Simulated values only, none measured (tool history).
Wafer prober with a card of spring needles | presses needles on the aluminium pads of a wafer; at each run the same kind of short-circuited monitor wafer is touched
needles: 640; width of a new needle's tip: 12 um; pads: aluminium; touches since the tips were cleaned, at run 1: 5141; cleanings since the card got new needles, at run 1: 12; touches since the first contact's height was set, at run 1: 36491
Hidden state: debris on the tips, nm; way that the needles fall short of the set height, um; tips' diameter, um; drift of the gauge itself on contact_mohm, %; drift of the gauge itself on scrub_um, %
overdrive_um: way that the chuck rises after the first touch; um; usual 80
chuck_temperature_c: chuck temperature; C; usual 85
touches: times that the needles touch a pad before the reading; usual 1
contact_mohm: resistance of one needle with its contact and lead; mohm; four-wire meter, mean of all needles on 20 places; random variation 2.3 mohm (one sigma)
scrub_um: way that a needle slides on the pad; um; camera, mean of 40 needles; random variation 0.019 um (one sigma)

run,hour,overdrive_um,chuck_temperature_c,touches,touches since the tips were cleaned,cleanings since the card got new needles,touches since the first contact's height was set,contact_mohm,scrub_um
1,0,80,85,1,5141,12,36491,255,19.97
2,9.3,80,85,1,7314,12,38664,258,19.93
# hour 14.8: tips cleaned on abrasive film
3,16.4,80,85,1,376,13,40287,255,19.91
4,25.8,80,85,1,2579,13,42490,254,19.92
5,36.2,80,85,1,4992,13,44903,255,19.95
6,42.5,80,85,1,6467,13,46378,260,19.92
# hour 51.1: tips cleaned on abrasive film
7,57.4,80,85,1,1466,14,49832,258,19.91
8,65.2,80,85,1,3284,14,51650,256,19.95
9,76.7,80,85,1,5976,14,54342,258,19.92
# hour 87.3: tips cleaned on abrasive film
10,91.7,85,55,2,1034,15,57813,247,21.15
11,99.2,85,39,2,2781,15,59560,242,21.2
12,110.7,72,85,3,5473,15,62252,254,17.95
# hour 123.5: tips cleaned on abrasive film
13,124.4,80,25,1,197,16,65414,237,19.94
14,131.1,80,32,1,1763,16,66980,244,19.95
15,137.9,83,85,1,3368,16,68585,257,20.69
16,151.9,85,38,1,6625,16,71842,246,21.22
# hour 159.6: tips cleaned on abrasive film
17,166.2,85,38,1,1537,17,75155,243,21.2

Forecast each of these 5 alternatives for the next run:
A,179.3,85,38,2,4594,17,78212,?,?
B,179.3,85,104,2,4594,17,78212,?,?
C,179.3,99,85,1,4594,17,78212,?,?
D,179.3,82,102,3,4594,17,78212,?,?
E,179.3,75,43,1,4594,17,78212,?,?

run,contact_mohm,scrub_um
A,248,21.19
B,264,21.16
C,254,24.67
D,263,20.42
E,248,18.69
Without the tool's hidden state the same runs would have given:
run,contact_mohm,scrub_um
A,247,21.2
B,263,21.17
C,253,24.68
D,263,20.43
E,247,18.69
